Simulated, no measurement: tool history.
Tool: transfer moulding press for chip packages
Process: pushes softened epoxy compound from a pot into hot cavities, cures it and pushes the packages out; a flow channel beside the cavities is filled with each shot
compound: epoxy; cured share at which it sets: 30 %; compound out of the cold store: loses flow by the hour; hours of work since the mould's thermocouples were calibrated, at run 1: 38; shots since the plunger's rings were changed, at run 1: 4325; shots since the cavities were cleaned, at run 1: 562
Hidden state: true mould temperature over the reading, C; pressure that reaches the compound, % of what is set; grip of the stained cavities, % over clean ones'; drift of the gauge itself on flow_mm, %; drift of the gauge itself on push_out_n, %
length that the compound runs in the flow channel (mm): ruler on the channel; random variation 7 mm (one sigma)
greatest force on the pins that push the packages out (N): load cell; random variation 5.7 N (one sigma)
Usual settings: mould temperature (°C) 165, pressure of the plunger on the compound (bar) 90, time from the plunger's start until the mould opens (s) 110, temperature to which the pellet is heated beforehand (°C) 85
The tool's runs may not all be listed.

| run | hour | mould temperature (°C) | pressure of the plunger on the compound (bar) | time from the plunger's start until the mould opens (s) | temperature to which the pellet is heated beforehand (°C) | hours of work since the mould's thermocouples were calibrated | shots since the plunger's rings were changed | shots since the cavities were cleaned | incoming compound's hours out of the cold store | length that the compound runs in the flow channel (mm) | greatest force on the pins that push the packages out (N) |
|---|---|---|---|---|---|---|---|---|---|---|---|
| 1 | 0 | 165 | 90 | 110 | 85 | 38 | 4325 | 562 | 24.7 | 736 | 288 |
| 2 | 10.4 | 165 | 72.8 | 110 | 85 | 43 | 4392 | 629 | 38.7 | 619 | 287 |
| 3 | 22 | 165 | 72.8 | 110 | 85 | 47 | 4465 | 702 | 41.6 | 609 | 305 |
|  | 25.9 | cavities cleaned with cleaning compound and waxed |
| 4 | 33.6 | 165 | 90 | 110 | 85 | 51 | 4530 | 49 | 25.2 | 720 | 319 |
| 5 | 50.6 | 165 | 90 | 110 | 85 | 58 | 4638 | 157 | 40.1 | 684 | 335 |
|  | 68 | cavities cleaned with cleaning compound and waxed, once more |
| 6 | 69.5 | 165 | 90 | 110 | 85 | 65 | 4749 | 10 | 20.1 | 740 | 213 |
| 7 | 80.4 | 165 | 90 | 110 | 94 | 70 | 4818 | 79 | 24.4 | 732 | 216 |
| 8 | 91.2 | 165 | 90 | 110 | 94 | 74 | 4887 | 148 | 44.8 | 680 | 225 |
| 9 | 109.6 | 165 | 90 | 110 | 85 | 81 | 5004 | 265 | 29 | 715 | 258 |
| 10 | 127.7 | 165 | 90 | 110 | 85 | 89 | 5119 | 380 | 19.8 | 725 | 275 |
| 11 | 143.8 | 165 | 90 | 110 | 85 | 95 | 5222 | 483 | 30.2 | 700 | 290 |
| 12 | 152.6 | 165 | 68.7 | 110 | 85 | 99 | 5278 | 539 | 39.8 | 604 | 284 |
| 13 | 161.3 | 165 | 68.7 | 110 | 85 | 102 | 5333 | 594 | 12.3 | 654 | 307 |
|  | 182.4 | cavities cleaned with cleaning compound and waxed |
| 14 | 182.8 | 165 | 97.7 | 110 | 85 | 110 | 5461 | 3 | 30.2 | 733 | 213 |
| 15 | 195.1 | 165 | 97.7 | 110 | 85 | 115 | 5539 | 81 | 31.3 | 718 | 226 |
|  | 202.4 | plunger's sealing rings changed |
| 16 | 216.4 | 165 | 97.7 | 110 | 85 | 123 | 89 | 201 | 20.9 | 796 | 254 |
| 17 | 231.6 | 164 | 69.8 | 119 | 77 | 129 | 185 | 297 | 28.9 | 668 | 253 |
| 18 | 242.4 | 161 | 69.8 | 116 | 86 | 133 | 254 | 366 | 27.7 | 679 | 299 |
| 19 | 257.1 | 165 | 90 | 103 | 82 | 139 | 348 | 460 | 40 | 720 | 304 |
| 20 | 273.1 | 165 | 90 | 103 | 82 | 146 | 450 | 562 | 34.3 | 736 | 321 |
| 21 | 288.9 | 162 | 104.3 | 114 | 82 | 152 | 551 | 663 | 44.7 | 764 | 333 |
|  | 299.1 | cavities cleaned with cleaning compound and waxed |
| 22 | 309.4 | 164 | 93.1 | 110 | 84 | 160 | 672 | 66 | 46.7 | 721 | 219 |
| 23 | 319.7 | 160 | 90 | 150 | 85 | 164 | 737 | 131 | 42.7 | 716 | 221 |

Forecast run 24:
| 24 | 338.6 | 160 | 90 | 150 | 85 | 172 | 857 | 251 | 41.4 | ? | ? |

Run 24 gave length that the compound runs in the flow channel (mm) 740, greatest force on the pins that push the packages out (N) 252.
Without the tool's hidden state the same run would have given length that the compound runs in the flow channel (mm) 750, greatest force on the pins that push the packages out (N) 203.
